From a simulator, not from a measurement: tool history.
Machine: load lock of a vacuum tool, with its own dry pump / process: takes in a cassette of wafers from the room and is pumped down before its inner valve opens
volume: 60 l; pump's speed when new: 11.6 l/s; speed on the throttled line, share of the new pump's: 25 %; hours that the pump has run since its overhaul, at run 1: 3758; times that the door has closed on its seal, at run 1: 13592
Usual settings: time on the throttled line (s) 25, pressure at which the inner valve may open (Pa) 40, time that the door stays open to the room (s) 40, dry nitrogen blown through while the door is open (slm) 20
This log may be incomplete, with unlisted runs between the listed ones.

run    hour  time on the throttled line (s)  pressure at which the inner valve may open (Pa)  time that the door stays open to the room (s)  dry nitrogen blown through while the door is open (slm)  hours that the pump has run since its overhaul  times that the door has closed on its seal  incoming humidity of the room's air, %  time from the closed door until the inner valve may open (s)  rise of the pressure with all valves shut (Pa/min)
  1     0.0                              25                                               40                                             40                                                       20                                            3758                                       13592                                    42.3                                                          60.2                                               0.078
  2   143.2                              25                                               40                                             40                                                        7                                            3901                                       14222                                    45.6                                                          60.1                                               0.097
  3   276.1                              25                                               40                                             40                                                        7                                            4034                                       14807                                    43.1                                                          60.0                                               0.090
  4   404.2                              25                                               40                                             40                                                        7                                            4162                                       15372                                    43.8                                                          59.6                                               0.101
  5   541.5                              25                                               40                                             40                                                        7                                            4300                                       15976                                    46.1                                                          60.0                                               0.109
  6   668.3                              25                                               40                                             40                                                        7                                            4427                                       16535                                    48.3                                                          60.1                                               0.112
  7   776.9                              25                                               40                                             40                                                        7                                            4535                                       17013                                    43.3                                                          60.0                                               0.108
  8   980.2                              25                                               40                                             40                                                        7                                            4738                                       17908                                    43.8                                                          59.5                                               0.118
  9  1135.6                              46                                               40                                             40                                                       20                                            4894                                       18592                                    46.6                                                          75.4                                               0.109
 10  1291.8                              46                                               40                                             40                                                       20                                            5050                                       19280                                    43.1                                                          75.7                                               0.107
 11  1540.4                              46                                               40                                             40                                                       20                                            5299                                       20375                                    44.7                                                          75.6                                               0.121
 12  1785.9                              46                                               40                                             83                                                       20                                            5544                                       21456                                    45.0                                                          75.4                                               0.132
 13  1962.0                              25                                               40                                             40                                                        6                                            5720                                       22232                                    43.5                                                          60.2                                               0.152
 14  2115.2                              25                                               40                                             40                                                        6                                            5873                                       22906                                    45.5                                                          59.5                                               0.151
 15  2288.1                              25                                               50                                             27                                                       11                                            6046                                       23667                                    44.6                                                          59.4                                               0.153
 16  2536.3                              24                                               56                                            113                                                        5                                            6295                                       24760                                    43.4                                                          58.5                                               0.183
 17  2772.8                              24                                               56                                            113                                                        5                                            6531                                       25802                                    45.9                                                          58.0                                               0.190

What if the next run were any one of these 4? Each begins from the tool's condition after run 17:
  A  2938.7                              25                                               46                                             40                                                       17                                            6697                                       26532                                    45.0                                                             ?                                                   ?
  B  2938.7                              28                                               43                                            113                                                        5                                            6697                                       26532                                    44.4                                                             ?                                                   ?
  C  2938.7                              28                                               64                                             41                                                        5                                            6697                                       26532                                    46.8                                                             ?                                                   ?
  D  2938.7                              15                                               56                                             37                                                        5                                            6697                                       26532                                    45.9                                                             ?                                                   ?

run  time from the closed door until the inner valve may open (s)  rise of the pressure with all valves shut (Pa/min)
  A                                                          59.8                                               0.169
  B                                                          61.8                                               0.193
  C                                                          59.7                                               0.186
  D                                                          51.1                                               0.185
Take away the tool's hidden state, keep each run's random variation, and the runs would have read:
run  time from the closed door until the inner valve may open (s)  rise of the pressure with all valves shut (Pa/min)
  A                                                          58.5                                               0.021
  B                                                          60.5                                               0.045
  C                                                          58.5                                               0.036
  D                                                          49.7                                               0.034
